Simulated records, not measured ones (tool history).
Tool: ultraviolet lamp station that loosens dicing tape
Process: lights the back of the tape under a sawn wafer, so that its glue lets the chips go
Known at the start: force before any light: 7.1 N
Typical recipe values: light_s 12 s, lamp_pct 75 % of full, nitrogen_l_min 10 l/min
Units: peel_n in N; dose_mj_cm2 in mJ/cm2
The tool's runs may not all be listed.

run,hour,light_s,lamp_pct,nitrogen_l_min,peel_n,dose_mj_cm2
1,0.0,12,75,10,0.221,383
2,4.8,12,73,10,0.247,375
3,13.0,12,73,6,0.354,372
4,20.7,12,75,10,0.235,384
5,25.6,11,75,10,0.289,353
6,34.6,11,75,10,0.284,356
7,45.3,12,75,10,0.238,389
8,53.1,12,75,10,0.238,389
9,61.3,12,75,10,0.223,380
10,66.0,12,75,10,0.234,384
11,75.2,12,75,10,0.228,382
12,85.1,12,75,10,0.240,380
13,95.0,12,75,10,0.246,383
14,105.3,19,75,10,0.097,602
15,114.4,19,75,10,0.100,601
16,118.9,19,75,10,0.083,600
17,124.4,12,75,10,0.226,375
18,134.5,12,75,3,0.568,380
19,143.6,12,75,3,0.532,376
20,149.4,14,75,3,0.385,438
21,155.3,10,75,3,0.818,317
22,165.8,10,75,3,0.817,311
23,172.0,12,75,17,0.196,379
24,179.9,17,93,3,0.136,654
25,185.9,24,75,5,0.090,744
26,196.9,6,91,16,0.665,226
27,202.2,7,80,16,0.626,232
28,211.4,12,96,6,0.186,479
29,221.5,12,96,6,0.178,479
30,227.8,15,67,13,0.165,416
31,237.0,15,67,13,0.159,411
32,243.4,18,75,4,0.165,553
33,252.2,23,99,18,0.077,936
34,261.3,12,68,3,0.701,332
35,271.0,12,68,3,0.719,342
36,276.2,12,68,3,0.728,338
37,286.2,22,62,8,0.109,558
38,294.2,10,77,10,0.371,312
39,304.9,10,77,10,0.375,309
40,315.3,7,66,4,1.730,185
41,324.6,12,75,3,0.596,364

Each run again, without the hidden state but with its own random variation kept:
What the log doesn't record here: lamp's light, % of a new lamp's; light that the window lets through, % of a clean one's; drift of the gauge itself on peel_n, %; drift of the gauge itself on dose_mj_cm2, %.
run,peel_n,dose_mj_cm2
1,0.184,412
2,0.205,404
3,0.293,401
4,0.194,415
5,0.237,382
6,0.232,385
7,0.197,421
8,0.195,422
9,0.179,413
10,0.189,418
11,0.183,417
12,0.195,415
13,0.198,419
14,0.089,660
15,0.092,659
16,0.075,659
17,0.177,413
18,0.452,418
19,0.421,415
20,0.300,483
21,0.663,350
22,0.659,344
23,0.156,420
24,0.112,726
25,0.083,826
26,0.523,252
27,0.488,258
28,0.146,534
29,0.137,535
30,0.130,464
31,0.124,460
32,0.128,620
33,0.077,1049
34,0.539,373
35,0.553,384
36,0.559,380
37,0.092,629
38,0.272,353
39,0.272,350
40,1.436,210
41,0.444,413
